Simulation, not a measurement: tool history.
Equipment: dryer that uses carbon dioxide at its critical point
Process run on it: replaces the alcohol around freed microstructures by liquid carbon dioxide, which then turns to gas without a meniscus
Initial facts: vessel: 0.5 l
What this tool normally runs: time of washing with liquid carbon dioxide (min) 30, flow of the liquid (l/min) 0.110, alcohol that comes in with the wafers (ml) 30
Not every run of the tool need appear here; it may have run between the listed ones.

| run | day | time of washing with liquid carbon dioxide (min) | flow of the liquid (l/min) | alcohol that comes in with the wafers (ml) | alcohol left in the vessel before it's heated (ppm by volume) |
|---|---|---|---|---|---|
| 1 | 0.000 | 30 | 0.110 | 30 | 162 |
| 2 | 0.717 | 30 | 0.110 | 30 | 170 |
| 3 | 1.292 | 30 | 0.110 | 30 | 168 |
| 4 | 1.804 | 30 | 0.110 | 30 | 163 |
| 5 | 2.638 | 30 | 0.110 | 30 | 178 |
| 6 | 3.075 | 30 | 0.110 | 30 | 171 |
| 7 | 3.912 | 36 | 0.110 | 30 | 73 |
| 8 | 4.712 | 30 | 0.110 | 30 | 171 |
| 9 | 5.708 | 30 | 0.110 | 30 | 174 |
| 10 | 6.654 | 30 | 0.110 | 30 | 184 |
| 11 | 7.371 | 30 | 0.110 | 30 | 173 |
| 12 | 8.350 | 30 | 0.110 | 30 | 188 |
| 13 | 9.312 | 30 | 0.110 | 30 | 175 |
| 14 | 9.875 | 30 | 0.110 | 30 | 195 |
| 15 | 10.662 | 30 | 0.110 | 92 | 540 |
| 16 | 11.592 | 30 | 0.068 | 30 | 1554 |
| 17 | 12.371 | 38 | 0.175 | 30 | 18 |
| 18 | 13.062 | 20 | 0.079 | 117 | 13992 |
| 19 | 13.996 | 30 | 0.172 | 21 | 30 |
| 20 | 15.054 | 30 | 0.172 | 21 | 31 |
| 21 | 15.733 | 30 | 0.172 | 21 | 46 |
| 22 | 16.442 | 30 | 0.172 | 21 | 39 |
| 23 | 17.067 | 30 | 0.172 | 21 | 39 |
| 24 | 17.912 | 30 | 0.172 | 21 | 47 |
| 25 | 18.533 | 47 | 0.086 | 52 | 118 |
| 26 | 19.421 | 34 | 0.110 | 29 | 118 |
| 27 | 20.183 | 18 | 0.107 | 56 | 3964 |
| 28 | 21.121 | 45 | 0.141 | 26 | 42 |

Forecast each of these 3 alternatives for the next run:
| A | 22.008 | 37 | 0.123 | 26 | ? |
| B | 22.008 | 30 | 0.110 | 91 | ? |
| C | 22.008 | 28 | 0.137 | 38 | ? |

| run | alcohol left in the vessel before it's heated (ppm by volume) |
|---|---|
| A | 61 |
| B | 637 |
| C | 134 |
What these runs would have given with no unlogged condition in the tool:
| run | alcohol left in the vessel before it's heated (ppm by volume) |
|---|---|
| A | 22 |
| B | 355 |
| C | 55 |
